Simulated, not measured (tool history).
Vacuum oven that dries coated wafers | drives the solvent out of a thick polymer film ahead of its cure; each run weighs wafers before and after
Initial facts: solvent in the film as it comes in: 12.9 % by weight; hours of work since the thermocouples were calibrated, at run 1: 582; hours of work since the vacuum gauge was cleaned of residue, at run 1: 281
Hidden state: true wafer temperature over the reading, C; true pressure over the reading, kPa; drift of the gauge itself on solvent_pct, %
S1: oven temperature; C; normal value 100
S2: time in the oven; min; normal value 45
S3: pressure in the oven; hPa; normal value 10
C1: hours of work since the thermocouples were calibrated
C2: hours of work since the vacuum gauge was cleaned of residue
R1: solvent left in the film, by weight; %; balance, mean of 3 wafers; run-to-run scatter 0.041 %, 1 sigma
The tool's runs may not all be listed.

run	hour	S1	S2	S3	C1	C2	R1
1	0	100	45	10	582	281	1.88
2	16.7	100	45	25.1	593	292	2.72
3	27.4	100	45	25.1	600	299	2.65
4	45.6	100	45	25.1	612	311	2.66
5	63.4	100	45	25.1	624	323	2.66
6	81.7	100	45	25.1	636	335	2.77
7	98.2	108	45	10	647	346	1
8	120.1	114	45	7.2	661	360	0.5
9	132.5	105	45	10	670	368	1.32
10	147.9	91	50	21.1	680	379	3.74
11	167.6	91	50	21.1	693	391	3.71
12	191	100	52	10	708	407	1.49
13	207.4	113	45	10	719	418	0.69

3 options for the next run, each taken on its own from the tool as it stands now. Forecast them:
A	227.2	85	49	12.9	732	431	?
B	227.2	92	35	10	732	431	?
C	227.2	86	42	8.6	732	431	?

run	R1
A	4.38
B	4.04
C	4.43
Without the tool's unlogged condition, the same runs would have read:
run	R1
A	4.36
B	4.02
C	4.41
